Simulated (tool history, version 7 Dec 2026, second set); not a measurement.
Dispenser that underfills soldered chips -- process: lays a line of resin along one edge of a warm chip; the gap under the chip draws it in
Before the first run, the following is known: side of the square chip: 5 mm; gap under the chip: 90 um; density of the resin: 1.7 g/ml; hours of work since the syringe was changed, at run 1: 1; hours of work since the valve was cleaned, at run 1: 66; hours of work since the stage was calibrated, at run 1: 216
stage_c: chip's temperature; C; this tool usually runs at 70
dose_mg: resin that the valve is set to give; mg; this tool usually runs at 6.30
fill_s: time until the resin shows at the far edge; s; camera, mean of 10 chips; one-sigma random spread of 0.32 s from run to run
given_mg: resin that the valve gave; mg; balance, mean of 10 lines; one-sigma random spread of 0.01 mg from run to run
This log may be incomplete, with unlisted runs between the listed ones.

| run | hour | stage_c | dose_mg | hours of work since the syringe was changed | hours of work since the valve was cleaned | hours of work since the stage was calibrated | fill_s | given_mg |
|---|---|---|---|---|---|---|---|---|
| 1 | 0.0 | 70 | 6.30 | 1 | 66 | 216 | 10.0 | 6.13 |
| 2 | 9.7 | 70 | 6.30 | 8 | 73 | 223 | 17.7 | 6.12 |
|  | 10.8 | new syringe of resin |
| 3 | 17.5 | 70 | 6.30 | 5 | 78 | 229 | 15.2 | 6.11 |
|  | 22.7 | new syringe of resin |
| 4 | 22.7 | 70 | 6.30 | 0 | 82 | 232 | 9.3 | 6.09 |
| 5 | 29.2 | 70 | 6.30 | 5 | 86 | 237 | 13.4 | 6.08 |
| 6 | 34.1 | 70 | 6.80 | 8 | 90 | 240 | 19.2 | 6.58 |
|  | 35.0 | new syringe of resin |
|  | 46.1 | dispensing valve cleaned and set on the balance |
| 7 | 46.1 | 70 | 7.52 | 7 | 0 | 248 | 17.4 | 7.52 |
|  | 48.4 | new syringe of resin |
| 8 | 51.1 | 70 | 6.38 | 2 | 3 | 252 | 11.2 | 6.37 |
|  | 60.5 | new syringe of resin |
| 9 | 60.5 | 70 | 6.38 | 0 | 10 | 258 | 9.9 | 6.38 |
| 10 | 67.0 | 60 | 6.30 | 5 | 15 | 263 | 25.2 | 6.28 |
|  | 72.4 | new syringe of resin |
| 11 | 76.3 | 60 | 6.30 | 3 | 21 | 269 | 21.2 | 6.25 |
|  | 84.7 | new syringe of resin |
| 12 | 85.0 | 70 | 5.96 | 0 | 27 | 276 | 10.6 | 5.89 |
| 13 | 95.6 | 70 | 6.30 | 8 | 35 | 283 | 18.2 | 6.22 |
|  | 96.9 | new syringe of resin |
| 14 | 100.8 | 70 | 6.55 | 3 | 39 | 287 | 11.7 | 6.46 |
|  | 109.0 | new syringe of resin |
| 15 | 110.4 | 70 | 6.30 | 1 | 45 | 294 | 10.0 | 6.20 |
| 16 | 115.0 | 70 | 6.30 | 4 | 49 | 297 | 13.6 | 6.17 |
| 17 | 120.1 | 57 | 6.30 | 8 | 52 | 301 | 39.5 | 6.16 |
|  | 121.1 | new syringe of resin |
| 18 | 128.4 | 57 | 6.30 | 5 | 58 | 306 | 31.0 | 6.16 |
|  | 133.0 | new syringe of resin |
| 19 | 139.6 | 57 | 6.30 | 5 | 66 | 314 | 29.1 | 6.16 |
|  | 145.2 | new syringe of resin |
| 20 | 149.7 | 55 | 6.55 | 3 | 73 | 321 | 29.0 | 6.37 |
|  | 157.4 | new syringe of resin |
| 21 | 158.0 | 67 | 6.36 | 0 | 79 | 327 | 12.3 | 6.18 |
| 22 | 167.1 | 79 | 6.28 | 7 | 86 | 334 | 10.8 | 6.08 |
|  | 169.8 | new syringe of resin |
| 23 | 173.2 | 64 | 6.65 | 2 | 90 | 338 | 16.5 | 6.41 |
|  | 182.0 | new syringe of resin |
| 24 | 183.2 | 70 | 6.59 | 1 | 97 | 345 | 10.5 | 6.35 |
|  | 185.9 | dispensing valve cleaned and set on the balance |
| 25 | 189.9 | 80 | 7.57 | 5 | 3 | 349 | 8.2 | 7.57 |
|  | 195.1 | new syringe of resin |
| 26 | 196.9 | 80 | 7.57 | 1 | 8 | 354 | 5.9 | 7.54 |
| 27 | 204.7 | 66 | 6.99 | 7 | 13 | 360 | 19.4 | 6.96 |
|  | 207.3 | new syringe of resin |
| 28 | 214.5 | 67 | 5.43 | 5 | 20 | 367 | 17.5 | 5.39 |
|  | 219.7 | new syringe of resin |
| 29 | 223.6 | 57 | 7.90 | 3 | 27 | 373 | 24.8 | 7.83 |
| 30 | 231.2 | 73 | 6.30 | 8 | 32 | 378 | 16.5 | 6.23 |
|  | 232.2 | new syringe of resin |
| 31 | 241.8 | 73 | 6.30 | 7 | 40 | 386 | 14.6 | 6.20 |
|  | 244.2 | new syringe of resin |
| 32 | 251.3 | 73 | 6.30 | 5 | 46 | 393 | 11.4 | 6.18 |
|  | 256.6 | new syringe of resin |
| 33 | 257.5 | 73 | 6.30 | 1 | 51 | 397 | 8.5 | 6.18 |
|  | 268.5 | new syringe of resin |
| 34 | 268.5 | 73 | 6.30 | 0 | 58 | 405 | 8.4 | 6.13 |
| 35 | 275.0 | 70 | 7.13 | 5 | 63 | 409 | 13.5 | 6.97 |
|  | 280.4 | new syringe of resin |
| 36 | 283.7 | 69 | 7.11 | 2 | 69 | 415 | 12.2 | 6.92 |

For some of the steps in fill_s from one run to the next: how much would appear even if the tool had no hidden state, given the settings, what came in and random variation, and how much remains for the hidden state plus any gauge scatter that the measured result and the result without hidden state don't share?
Hidden conditions of the tool in this case: resin's viscosity, % of fresh resin's; dose that the valve gives, % of what is set; true chip temperature over the reading, C; drift of the gauge itself on fill_s, %; drift of the gauge itself on given_mg, %.
Run 9 -> 10: stage_c 70 -> 60, dose_mg 6.38 -> 6.30. fill_s +15.3 s: hidden state +7.3, all else +8.0.
Run 12 -> 13: dose_mg 5.96 -> 6.30. fill_s +7.6 s: hidden state +8.5, all else -0.9.
Run 16 -> 17: stage_c 70 -> 57. fill_s +25.9 s: hidden state +13.9, all else +12.0.
Run 17 -> 18: new syringe of resin. fill_s -8.5 s: hidden state -8.0, all else -0.5.
Run 20 -> 21: stage_c 55 -> 67, dose_mg 6.55 -> 6.36, new syringe of resin. fill_s -16.7 s: hidden state -4.9, all else -11.8.
